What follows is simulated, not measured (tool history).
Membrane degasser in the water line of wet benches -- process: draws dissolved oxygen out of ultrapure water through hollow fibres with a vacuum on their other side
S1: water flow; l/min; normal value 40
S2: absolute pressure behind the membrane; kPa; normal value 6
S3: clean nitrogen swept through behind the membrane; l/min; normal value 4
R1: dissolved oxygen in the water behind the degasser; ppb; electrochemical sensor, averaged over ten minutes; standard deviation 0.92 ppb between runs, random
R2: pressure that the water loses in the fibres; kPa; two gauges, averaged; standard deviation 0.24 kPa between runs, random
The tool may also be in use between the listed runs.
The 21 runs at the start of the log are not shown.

run,hour,S1,S2,S3,R1,R2
22,1832.5,38,8.41,5.49,103.4,60.91
23,1891.2,38,8.41,5.49,104.5,61.08
24,1986.7,24,8.04,4,72.2,38.62
25,2119.1,24,8.04,4,72.5,38.23
26,2193.6,24,8.04,4,71.8,38.34
27,2258.6,26,5.77,4,42,41.85
28,2350.7,44,8.93,4,177.9,70.72
29,2462.5,25,5.81,5.62,30.6,40.07
# hour 2514.6: gauge calibrated
30,2536.5,25,10.23,4.94,86.4,39.46
31,2670.8,26,4.02,5.01,12.7,41.05
32,2746.2,29,5,4,36,45.94
33,2877.1,46,5.78,1.9,170,72.17

Forecast each of these 3 alternatives for the next run:
A,2954.8,35,11.14,4,?,?
B,2954.8,59,5.78,2.94,?,?
C,2954.8,40,12.67,4,?,?

run,R1,R2
A,172.1,55.32
B,202.3,93.19
C,234.4,63.22
Had the tool no hidden state, the same runs would have come out as:
run,R1,R2
A,172,55.04
B,202,92.72
C,234.3,62.9
